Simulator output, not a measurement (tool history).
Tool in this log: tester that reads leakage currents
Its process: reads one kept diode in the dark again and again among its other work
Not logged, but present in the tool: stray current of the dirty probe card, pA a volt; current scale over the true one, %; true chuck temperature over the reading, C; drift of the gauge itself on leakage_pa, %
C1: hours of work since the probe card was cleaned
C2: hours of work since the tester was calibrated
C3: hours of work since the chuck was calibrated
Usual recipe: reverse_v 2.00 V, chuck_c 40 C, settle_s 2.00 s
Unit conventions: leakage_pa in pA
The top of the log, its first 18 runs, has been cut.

run 19 hour=1265.7 | reverse_v=2.00 chuck_c=40 settle_s=0.40 | C1=2544 C2=917 C3=95 | leakage_pa=61.12
run 20 hour=1322.9 | reverse_v=2.00 chuck_c=40 settle_s=0.40 | C1=2573 C2=946 C3=125 | leakage_pa=61.28
run 21 hour=1400.2 | reverse_v=2.00 chuck_c=40 settle_s=0.40 | C1=2613 C2=986 C3=164 | leakage_pa=61.56
run 22 hour=1477.7 | reverse_v=1.97 chuck_c=24 settle_s=0.91 | C1=2653 C2=1026 C3=204 | leakage_pa=17.31
run 23 hour=1517.4 | reverse_v=2.00 chuck_c=41 settle_s=2.00 | C1=2673 C2=1046 C3=224 | leakage_pa=65.33
run 24 hour=1593.3 | reverse_v=15.43 chuck_c=24 settle_s=0.37 | C1=2712 C2=1085 C3=263 | leakage_pa=65.58
run 25 hour=1635.5 | reverse_v=15.43 chuck_c=24 settle_s=0.37 | C1=2734 C2=1107 C3=285 | leakage_pa=66.44
run 26 hour=1707.8 | reverse_v=6.94 chuck_c=47 settle_s=1.35 | C1=2771 C2=1144 C3=322 | leakage_pa=164.98
run 27 hour=1768.3 | reverse_v=7.17 chuck_c=40 settle_s=2.00 | C1=2802 C2=1175 C3=353 | leakage_pa=99.61
run 28 hour=1842.2 | reverse_v=7.17 chuck_c=40 settle_s=2.00 | C1=2840 C2=1213 C3=391 | leakage_pa=100.18
run 29 hour=1892.9 | reverse_v=11.55 chuck_c=39 settle_s=0.96 | C1=2866 C2=1239 C3=417 | leakage_pa=116.43
run 30 hour=1936.7 | reverse_v=2.00 chuck_c=57 settle_s=1.34 | C1=2889 C2=1261 C3=440 | leakage_pa=237.00
run 31 hour=2032.9 | reverse_v=2.00 chuck_c=57 settle_s=1.34 | C1=2938 C2=1311 C3=489 | leakage_pa=239.22
-- hour=2082.7 chuck's temperature calibrated
run 32 hour=2087.4 | reverse_v=1.69 chuck_c=45 settle_s=2.00 | C1=2965 C2=1338 C3=2 | leakage_pa=84.28
run 33 hour=2182.2 | reverse_v=13.55 chuck_c=40 settle_s=0.72 | C1=3014 C2=1386 C3=51 | leakage_pa=133.39
run 34 hour=2270.1 | reverse_v=3.57 chuck_c=54 settle_s=1.82 | C1=3059 C2=1432 C3=96 | leakage_pa=219.66
run 35 hour=2350.5 | reverse_v=3.57 chuck_c=54 settle_s=1.82 | C1=3100 C2=1473 C3=138 | leakage_pa=221.73
run 36 hour=2415.2 | reverse_v=5.37 chuck_c=35 settle_s=2.96 | C1=3133 C2=1506 C3=171 | leakage_pa=61.27
run 37 hour=2507.3 | reverse_v=1.84 chuck_c=36 settle_s=1.18 | C1=3180 C2=1553 C3=218 | leakage_pa=43.38
run 38 hour=2589.9 | reverse_v=2.00 chuck_c=32 settle_s=0.84 | C1=3223 C2=1596 C3=260 | leakage_pa=33.34
run 39 hour=2650.7 | reverse_v=2.00 chuck_c=32 settle_s=0.84 | C1=3254 C2=1627 C3=292 | leakage_pa=33.46

Here are 5 independent what-if runs from the current tool condition. What would each one return?
run A hour=2689.9 | reverse_v=2.00 chuck_c=32 settle_s=1.94 | C1=3274 C2=1647 C3=312 | leakage_pa=?
run B hour=2689.9 | reverse_v=2.00 chuck_c=45 settle_s=0.84 | C1=3274 C2=1647 C3=312 | leakage_pa=?
run C hour=2689.9 | reverse_v=3.12 chuck_c=52 settle_s=0.44 | C1=3274 C2=1647 C3=312 | leakage_pa=?
run D hour=2689.9 | reverse_v=1.78 chuck_c=20 settle_s=0.50 | C1=3274 C2=1647 C3=312 | leakage_pa=?
run E hour=2689.9 | reverse_v=2.00 chuck_c=32 settle_s=2.84 | C1=3274 C2=1647 C3=312 | leakage_pa=?

run=A leakage_pa=33.21
run=B leakage_pa=93.48
run=C leakage_pa=186.98
run=D leakage_pa=13.74
run=E leakage_pa=33.29
Take away the tool's hidden state, keep each run's random variation, and the runs would have read:
run=A leakage_pa=27.86
run=B leakage_pa=86.33
run=C leakage_pa=174.90
run=D leakage_pa=9.53
run=E leakage_pa=27.90

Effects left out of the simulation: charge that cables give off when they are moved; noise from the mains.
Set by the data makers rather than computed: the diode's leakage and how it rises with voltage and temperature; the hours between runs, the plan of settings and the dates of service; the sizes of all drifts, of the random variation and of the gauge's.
